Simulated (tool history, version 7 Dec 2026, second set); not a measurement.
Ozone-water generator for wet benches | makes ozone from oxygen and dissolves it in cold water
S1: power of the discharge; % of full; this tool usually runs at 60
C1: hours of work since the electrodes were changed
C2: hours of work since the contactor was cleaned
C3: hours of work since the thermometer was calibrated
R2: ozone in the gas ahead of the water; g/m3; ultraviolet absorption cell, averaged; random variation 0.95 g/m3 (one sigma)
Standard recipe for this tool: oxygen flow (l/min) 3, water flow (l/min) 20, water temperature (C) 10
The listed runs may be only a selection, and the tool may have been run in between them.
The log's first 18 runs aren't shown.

run 19 hour=1007.1 | S1=44 oxygen_flow_(l/min)=4.12 water_flow_(l/min)=21 water_temperature_(C)=15 | C1=3949 C2=1182 C3=3452 | dissolved_ozone_(ppm)=11.8 R2=108.6
run 20 hour=1070.3 | S1=44 oxygen_flow_(l/min)=4.12 water_flow_(l/min)=21 water_temperature_(C)=15 | C1=4009 C2=1243 C3=3513 | dissolved_ozone_(ppm)=12 R2=108
run 21 hour=1105.6 | S1=44 oxygen_flow_(l/min)=4.12 water_flow_(l/min)=21 water_temperature_(C)=15 | C1=4043 C2=1276 C3=3546 | dissolved_ozone_(ppm)=11.5 R2=108.6
run 22 hour=1146.4 | S1=60 oxygen_flow_(l/min)=3 water_flow_(l/min)=29 water_temperature_(C)=7 | C1=4082 C2=1316 C3=3585 | dissolved_ozone_(ppm)=10.8 R2=158.2
run 23 hour=1214.3 | S1=47 oxygen_flow_(l/min)=2.27 water_flow_(l/min)=20 water_temperature_(C)=10 | C1=4147 C2=1380 C3=3650 | dissolved_ozone_(ppm)=11.7 R2=150.8
run 24 hour=1281.8 | S1=60 oxygen_flow_(l/min)=2.06 water_flow_(l/min)=22 water_temperature_(C)=10 | C1=4211 C2=1445 C3=3715 | dissolved_ozone_(ppm)=12.4 R2=190.7
run 25 hour=1351.2 | S1=60 oxygen_flow_(l/min)=2.06 water_flow_(l/min)=22 water_temperature_(C)=10 | C1=4277 C2=1511 C3=3781 | dissolved_ozone_(ppm)=12.3 R2=190
run 26 hour=1399.9 | S1=75 oxygen_flow_(l/min)=3 water_flow_(l/min)=20 water_temperature_(C)=9 | C1=4324 C2=1558 C3=3828 | dissolved_ozone_(ppm)=17.9 R2=184.1
run 27 hour=1445.6 | S1=60 oxygen_flow_(l/min)=1.96 water_flow_(l/min)=20 water_temperature_(C)=10 | C1=4367 C2=1601 C3=3871 | dissolved_ozone_(ppm)=13.4 R2=192.3
run 28 hour=1507 | S1=60 oxygen_flow_(l/min)=1.96 water_flow_(l/min)=20 water_temperature_(C)=10 | C1=4426 C2=1660 C3=3930 | dissolved_ozone_(ppm)=13.5 R2=194.8
run 29 hour=1592.9 | S1=79 oxygen_flow_(l/min)=2.63 water_flow_(l/min)=29 water_temperature_(C)=10 | C1=4508 C2=1742 C3=4012 | dissolved_ozone_(ppm)=12 R2=203.3
run 30 hour=1664.9 | S1=79 oxygen_flow_(l/min)=2.63 water_flow_(l/min)=18 water_temperature_(C)=10 | C1=4577 C2=1811 C3=4081 | dissolved_ozone_(ppm)=19.8 R2=203.8
run 31 hour=1742.1 | S1=79 oxygen_flow_(l/min)=2.63 water_flow_(l/min)=18 water_temperature_(C)=10 | C1=4651 C2=1884 C3=4154 | dissolved_ozone_(ppm)=20 R2=203.2
run 32 hour=1798.8 | S1=79 oxygen_flow_(l/min)=2.63 water_flow_(l/min)=32 water_temperature_(C)=10 | C1=4705 C2=1939 C3=4208 | dissolved_ozone_(ppm)=10.9 R2=202.3
run 33 hour=1884.7 | S1=79 oxygen_flow_(l/min)=2.63 water_flow_(l/min)=32 water_temperature_(C)=10 | C1=4787 C2=2021 C3=4291 | dissolved_ozone_(ppm)=10.7 R2=202.9

3 ways to go on from here, each from the tool as it stands after run 33. What would each give?
run A hour=1960.7 | S1=67 oxygen_flow_(l/min)=2.63 water_flow_(l/min)=16 water_temperature_(C)=6 | C1=4859 C2=2093 C3=4363 | dissolved_ozone_(ppm)=? R2=?
run B hour=1960.7 | S1=92 oxygen_flow_(l/min)=3 water_flow_(l/min)=20 water_temperature_(C)=10 | C1=4859 C2=2093 C3=4363 | dissolved_ozone_(ppm)=? R2=?
run C hour=1960.7 | S1=79 oxygen_flow_(l/min)=2.63 water_flow_(l/min)=22 water_temperature_(C)=10 | C1=4859 C2=2093 C3=4363 | dissolved_ozone_(ppm)=? R2=?

run=A dissolved_ozone_(ppm)=20.2 R2=181.6
run=B dissolved_ozone_(ppm)=20.6 R2=212.5
run=C dissolved_ozone_(ppm)=16.4 R2=205.1
With the hidden condition removed and each run's random variation left untouched, the same runs would have given:
run=A dissolved_ozone_(ppm)=20.3 R2=186.2
run=B dissolved_ozone_(ppm)=20.6 R2=217.9
run=C dissolved_ozone_(ppm)=16.4 R2=210.3
